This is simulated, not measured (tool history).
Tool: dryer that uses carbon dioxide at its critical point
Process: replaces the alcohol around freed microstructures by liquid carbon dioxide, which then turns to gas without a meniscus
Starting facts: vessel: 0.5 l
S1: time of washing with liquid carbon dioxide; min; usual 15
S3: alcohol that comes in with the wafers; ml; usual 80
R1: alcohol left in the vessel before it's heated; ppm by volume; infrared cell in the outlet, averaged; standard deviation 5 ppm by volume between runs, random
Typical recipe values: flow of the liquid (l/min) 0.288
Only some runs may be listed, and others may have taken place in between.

{"run": 1, "day": 0.0, "S1": 15, "flow of the liquid (l/min)": 0.288, "S3": 80, "R1": 53}
{"run": 2, "day": 0.554, "S1": 15, "flow of the liquid (l/min)": 0.288, "S3": 80, "R1": 52}
{"run": 3, "day": 1.042, "S1": 15, "flow of the liquid (l/min)": 0.288, "S3": 80, "R1": 56}
{"run": 4, "day": 1.425, "S1": 15, "flow of the liquid (l/min)": 0.288, "S3": 80, "R1": 62}
{"run": 5, "day": 1.842, "S1": 15, "flow of the liquid (l/min)": 0.246, "S3": 80, "R1": 171}
{"run": 6, "day": 2.404, "S1": 12, "flow of the liquid (l/min)": 0.288, "S3": 80, "R1": 271}
{"run": 7, "day": 2.683, "S1": 15, "flow of the liquid (l/min)": 0.22, "S3": 80, "R1": 339}
{"run": 8, "day": 3.254, "S1": 15, "flow of the liquid (l/min)": 0.22, "S3": 80, "R1": 348}
{"run": 9, "day": 3.792, "S1": 15, "flow of the liquid (l/min)": 0.22, "S3": 80, "R1": 346}
{"run": 10, "day": 4.196, "S1": 15, "flow of the liquid (l/min)": 0.22, "S3": 80, "R1": 346}
{"run": 11, "day": 4.567, "S1": 15, "flow of the liquid (l/min)": 0.22, "S3": 80, "R1": 354}
{"run": 12, "day": 4.929, "S1": 20, "flow of the liquid (l/min)": 0.288, "S3": 80, "R1": 23}
{"run": 13, "day": 5.304, "S1": 20, "flow of the liquid (l/min)": 0.288, "S3": 80, "R1": 21}
{"run": 14, "day": 5.567, "S1": 20, "flow of the liquid (l/min)": 0.288, "S3": 80, "R1": 31}
{"run": 15, "day": 5.846, "S1": 20, "flow of the liquid (l/min)": 0.288, "S3": 80, "R1": 25}
{"run": 16, "day": 6.204, "S1": 15, "flow of the liquid (l/min)": 0.251, "S3": 93, "R1": 180}
{"run": 17, "day": 6.725, "S1": 15, "flow of the liquid (l/min)": 0.234, "S3": 93, "R1": 291}
{"run": 18, "day": 7.146, "S1": 15, "flow of the liquid (l/min)": 0.234, "S3": 93, "R1": 293}
{"run": 19, "day": 7.654, "S1": 12, "flow of the liquid (l/min)": 0.207, "S3": 100, "R1": 1984}
{"run": 20, "day": 8.196, "S1": 12, "flow of the liquid (l/min)": 0.207, "S3": 100, "R1": 1918}
{"run": 21, "day": 8.479, "S1": 17, "flow of the liquid (l/min)": 0.46, "S3": 119, "R1": 26}
{"run": 22, "day": 8.712, "S1": 15, "flow of the liquid (l/min)": 0.255, "S3": 22, "R1": 49}
{"run": 23, "day": 9.083, "S1": 15, "flow of the liquid (l/min)": 0.255, "S3": 22, "R1": 52}
{"run": 24, "day": 9.462, "S1": 16, "flow of the liquid (l/min)": 0.177, "S3": 44, "R1": 471}
{"run": 25, "day": 9.708, "S1": 12, "flow of the liquid (l/min)": 0.177, "S3": 94, "R1": 3591}
{"run": 26, "day": 10.225, "S1": 13, "flow of the liquid (l/min)": 0.288, "S3": 80, "R1": 183}
{"run": 27, "day": 10.629, "S1": 13, "flow of the liquid (l/min)": 0.279, "S3": 29, "R1": 101}

Below, each run's measurement less what the same run would have read without the hidden state. Both values contain the same run-to-run variation, but the gauge's scatter may not be the same in both:
The hidden state here: flow that reaches the vessel past the clogged filter, %; alcohol in the recycled carbon dioxide, ppm; drift of the gauge itself on alcohol_ppm, %.
run=1 R1=+11
run=2 R1=+12
run=3 R1=+13
run=4 R1=+14
run=5 R1=+26
run=6 R1=+37
run=7 R1=+46
run=8 R1=+48
run=9 R1=+51
run=10 R1=+53
run=11 R1=+54
run=12 R1=+12
run=13 R1=+12
run=14 R1=+12
run=15 R1=+12
run=16 R1=+40
run=17 R1=+56
run=18 R1=+58
run=19 R1=+264
run=20 R1=+264
run=21 R1=+13
run=22 R1=+21
run=23 R1=+22
run=24 R1=+87
run=25 R1=+459
run=26 R1=+50
run=27 R1=+31

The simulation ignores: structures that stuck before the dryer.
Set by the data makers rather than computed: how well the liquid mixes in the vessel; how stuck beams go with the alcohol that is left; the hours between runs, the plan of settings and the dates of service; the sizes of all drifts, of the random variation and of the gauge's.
